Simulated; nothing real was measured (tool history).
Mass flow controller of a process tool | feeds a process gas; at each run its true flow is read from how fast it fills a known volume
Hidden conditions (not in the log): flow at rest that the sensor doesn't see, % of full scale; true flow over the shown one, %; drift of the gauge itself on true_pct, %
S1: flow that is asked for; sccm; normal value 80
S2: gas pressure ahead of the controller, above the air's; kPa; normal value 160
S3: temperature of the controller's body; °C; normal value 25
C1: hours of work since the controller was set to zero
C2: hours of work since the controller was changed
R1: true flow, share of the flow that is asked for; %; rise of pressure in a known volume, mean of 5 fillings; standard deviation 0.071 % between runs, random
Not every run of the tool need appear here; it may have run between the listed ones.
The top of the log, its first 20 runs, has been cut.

run 21 day=55.846 | S1=80 S2=160 S3=25 | C1=915 C2=915 | R1=99.01
run 22 day=58.088 | S1=80 S2=160 S3=25 | C1=936 C2=936 | R1=99.04
run 23 day=61.608 | S1=42 S2=143 S3=28 | C1=970 C2=970 | R1=97.55
run 24 day=64.958 | S1=42 S2=143 S3=28 | C1=1002 C2=1002 | R1=97.54
run 25 day=67.683 | S1=27 S2=161 S3=23 | C1=1028 C2=1028 | R1=97.21
run 26 day=69.9 | S1=27 S2=161 S3=23 | C1=1049 C2=1049 | R1=97.17
run 27 day=71.546 | S1=67 S2=169 S3=25 | C1=1064 C2=1064 | R1=98.49
run 28 day=74.038 | S1=67 S2=169 S3=25 | C1=1088 C2=1088 | R1=98.46
run 29 day=75.788 | S1=80 S2=275 S3=33 | C1=1105 C2=1105 | R1=97.34
run 30 day=78.629 | S1=24 S2=278 S3=31 | C1=1132 C2=1132 | R1=95.32
run 31 day=80.646 | S1=50 S2=160 S3=30 | C1=1151 C2=1151 | R1=97.4
run 32 day=83.7 | S1=50 S2=160 S3=30 | C1=1180 C2=1180 | R1=97.25
run 33 day=86.217 | S1=25 S2=256 S3=26 | C1=1204 C2=1204 | R1=95.89
run 34 day=88.225 | S1=98 S2=256 S3=20 | C1=1223 C2=1223 | R1=99.29
run 35 day=91.558 | S1=98 S2=256 S3=20 | C1=1255 C2=1255 | R1=99.17
run 36 day=94.65 | S1=29 S2=180 S3=35 | C1=1284 C2=1284 | R1=95.63
run 37 day=97.046 | S1=14 S2=160 S3=38 | C1=1307 C2=1307 | R1=94
run 38 day=100.833 | S1=14 S2=160 S3=38 | C1=1343 C2=1343 | R1=93.9
run 39 day=103.108 | S1=80 S2=181 S3=29 | C1=1365 C2=1365 | R1=98.19
run 40 day=104.871 | S1=80 S2=181 S3=29 | C1=1381 C2=1381 | R1=98.17
run 41 day=107.85 | S1=80 S2=181 S3=29 | C1=1410 C2=1410 | R1=98.18
run 42 day=109.821 | S1=27 S2=251 S3=38 | C1=1429 C2=1429 | R1=94.76
run 43 day=111.908 | S1=29 S2=151 S3=40 | C1=1448 C2=1448 | R1=95.17

5 options for the next run, each taken on its own from the tool as it stands now. Forecast them:
run A day=114.038 | S1=29 S2=251 S3=24 | C1=1469 C2=1469 | R1=?
run B day=114.038 | S1=65 S2=230 S3=33 | C1=1469 C2=1469 | R1=?
run C day=114.038 | S1=21 S2=160 S3=25 | C1=1469 C2=1469 | R1=?
run D day=114.038 | S1=13 S2=175 S3=20 | C1=1469 C2=1469 | R1=?
run E day=114.038 | S1=29 S2=151 S3=27 | C1=1469 C2=1469 | R1=?

run=A R1=96.11
run=B R1=97.02
run=C R1=95.98
run=D R1=95.34
run=E R1=96.52
With no hidden state in the tool, these same runs would have given:
run=A R1=97.87
run=B R1=98.16
run=C R1=98.17
run=D R1=98.49
run=E R1=98.28
